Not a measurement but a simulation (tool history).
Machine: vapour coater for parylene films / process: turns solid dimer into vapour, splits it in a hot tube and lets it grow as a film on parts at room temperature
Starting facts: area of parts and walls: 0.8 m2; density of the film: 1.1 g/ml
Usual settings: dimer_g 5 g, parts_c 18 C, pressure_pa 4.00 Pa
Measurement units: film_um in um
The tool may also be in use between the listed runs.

run 1 hour=0.0 | dimer_g=5 parts_c=18 pressure_pa=4.00 | film_um=4.10
run 2 hour=67.0 | dimer_g=5 parts_c=18 pressure_pa=4.00 | film_um=4.08
-- hour=101.4 trap's valve overhauled
run 3 hour=121.7 | dimer_g=5 parts_c=18 pressure_pa=4.00 | film_um=4.36
run 4 hour=175.3 | dimer_g=5 parts_c=18 pressure_pa=4.00 | film_um=4.34
run 5 hour=221.7 | dimer_g=5 parts_c=18 pressure_pa=4.00 | film_um=4.33
run 6 hour=259.7 | dimer_g=5 parts_c=18 pressure_pa=4.00 | film_um=4.31
run 7 hour=322.6 | dimer_g=5 parts_c=18 pressure_pa=4.00 | film_um=4.29
run 8 hour=367.7 | dimer_g=5 parts_c=18 pressure_pa=4.00 | film_um=4.27
run 9 hour=406.7 | dimer_g=5 parts_c=18 pressure_pa=4.00 | film_um=4.28
run 10 hour=468.9 | dimer_g=5 parts_c=18 pressure_pa=4.00 | film_um=4.25
run 11 hour=499.8 | dimer_g=5 parts_c=18 pressure_pa=4.00 | film_um=4.25
run 12 hour=527.5 | dimer_g=5 parts_c=18 pressure_pa=4.00 | film_um=4.24
run 13 hour=561.0 | dimer_g=3 parts_c=18 pressure_pa=4.00 | film_um=2.53
run 14 hour=601.0 | dimer_g=3 parts_c=18 pressure_pa=4.00 | film_um=2.51
run 15 hour=638.2 | dimer_g=3 parts_c=18 pressure_pa=4.00 | film_um=2.51
run 16 hour=682.3 | dimer_g=3 parts_c=18 pressure_pa=4.00 | film_um=2.49
run 17 hour=712.6 | dimer_g=7 parts_c=18 pressure_pa=4.00 | film_um=5.85
run 18 hour=768.2 | dimer_g=7 parts_c=18 pressure_pa=4.00 | film_um=5.81
run 19 hour=795.9 | dimer_g=7 parts_c=18 pressure_pa=4.00 | film_um=5.80
run 20 hour=838.8 | dimer_g=7 parts_c=18 pressure_pa=4.00 | film_um=5.81
run 21 hour=896.8 | dimer_g=7 parts_c=18 pressure_pa=4.00 | film_um=5.75
run 22 hour=946.8 | dimer_g=4 parts_c=18 pressure_pa=4.00 | film_um=3.30
run 23 hour=977.3 | dimer_g=5 parts_c=14 pressure_pa=4.00 | film_um=4.54
run 24 hour=1007.6 | dimer_g=5 parts_c=14 pressure_pa=4.00 | film_um=4.50
-- hour=1028.1 trap's valve overhauled
run 25 hour=1075.1 | dimer_g=9 parts_c=21 pressure_pa=4.00 | film_um=7.29
run 26 hour=1111.7 | dimer_g=4 parts_c=10 pressure_pa=4.00 | film_um=4.35
run 27 hour=1156.1 | dimer_g=5 parts_c=10 pressure_pa=3.99 | film_um=5.41
run 28 hour=1185.6 | dimer_g=5 parts_c=10 pressure_pa=3.99 | film_um=5.37
run 29 hour=1241.8 | dimer_g=5 parts_c=12 pressure_pa=4.60 | film_um=5.02
run 30 hour=1275.3 | dimer_g=5 parts_c=21 pressure_pa=4.60 | film_um=3.96
run 31 hour=1335.3 | dimer_g=5 parts_c=25 pressure_pa=5.12 | film_um=3.50
run 32 hour=1396.8 | dimer_g=6 parts_c=24 pressure_pa=2.19 | film_um=4.63
run 33 hour=1450.6 | dimer_g=5 parts_c=23 pressure_pa=2.27 | film_um=3.94
run 34 hour=1506.8 | dimer_g=6 parts_c=26 pressure_pa=7.28 | film_um=3.92
run 35 hour=1565.3 | dimer_g=6 parts_c=26 pressure_pa=7.28 | film_um=3.93
run 36 hour=1632.3 | dimer_g=5 parts_c=25 pressure_pa=4.00 | film_um=3.49
run 37 hour=1691.1 | dimer_g=9 parts_c=18 pressure_pa=5.24 | film_um=7.42
run 38 hour=1727.6 | dimer_g=2 parts_c=12 pressure_pa=3.87 | film_um=1.97
-- hour=1746.7 table's thermometer calibrated
run 39 hour=1789.9 | dimer_g=5 parts_c=18 pressure_pa=10.15 | film_um=3.79
run 40 hour=1845.0 | dimer_g=5 parts_c=18 pressure_pa=10.15 | film_um=3.81
run 41 hour=1893.6 | dimer_g=4 parts_c=13 pressure_pa=2.51 | film_um=3.89
run 42 hour=1939.7 | dimer_g=4 parts_c=24 pressure_pa=2.99 | film_um=2.85
-- hour=1956.6 trap's valve overhauled
run 43 hour=1996.2 | dimer_g=5 parts_c=28 pressure_pa=11.17 | film_um=3.07
run 44 hour=2057.2 | dimer_g=4 parts_c=28 pressure_pa=6.59 | film_um=2.53
run 45 hour=2105.4 | dimer_g=5 parts_c=13 pressure_pa=4.00 | film_um=4.94
run 46 hour=2162.4 | dimer_g=3 parts_c=18 pressure_pa=2.74 | film_um=2.68
run 47 hour=2228.2 | dimer_g=3 parts_c=18 pressure_pa=2.60 | film_um=2.66

Pick out some run-to-run changes in film_um. Of each, how much would a tool without hidden state show as well, from the settings, what came in and chance, and how much is left for the hidden state and any gauge scatter not in both results compared?
Unlogged tool condition in this case: vapour lost through the trap's worn valve, %; true temperature of the parts over the reading, C; drift of the gauge itself on film_um, %.
Run 2 -> 3: trap's valve overhauled. film_um +0.28 um: hidden state +0.28, all else +0.00.
Run 16 -> 17: dimer_g 3 -> 7. film_um +3.36 um: hidden state -0.16, all else +3.52.
Run 24 -> 25: dimer_g 5 -> 9, parts_c 14 -> 21, trap's valve overhauled. film_um +2.79 um: hidden state +0.36, all else +2.43.
Run 36 -> 37: dimer_g 5 -> 9, parts_c 25 -> 18, pressure_pa 4.00 -> 5.24. film_um +3.93 um: hidden state -0.18, all else +4.11.
Run 37 -> 38: dimer_g 9 -> 2, parts_c 18 -> 12, pressure_pa 5.24 -> 3.87. film_um -5.45 um: hidden state +0.23, all else -5.68.

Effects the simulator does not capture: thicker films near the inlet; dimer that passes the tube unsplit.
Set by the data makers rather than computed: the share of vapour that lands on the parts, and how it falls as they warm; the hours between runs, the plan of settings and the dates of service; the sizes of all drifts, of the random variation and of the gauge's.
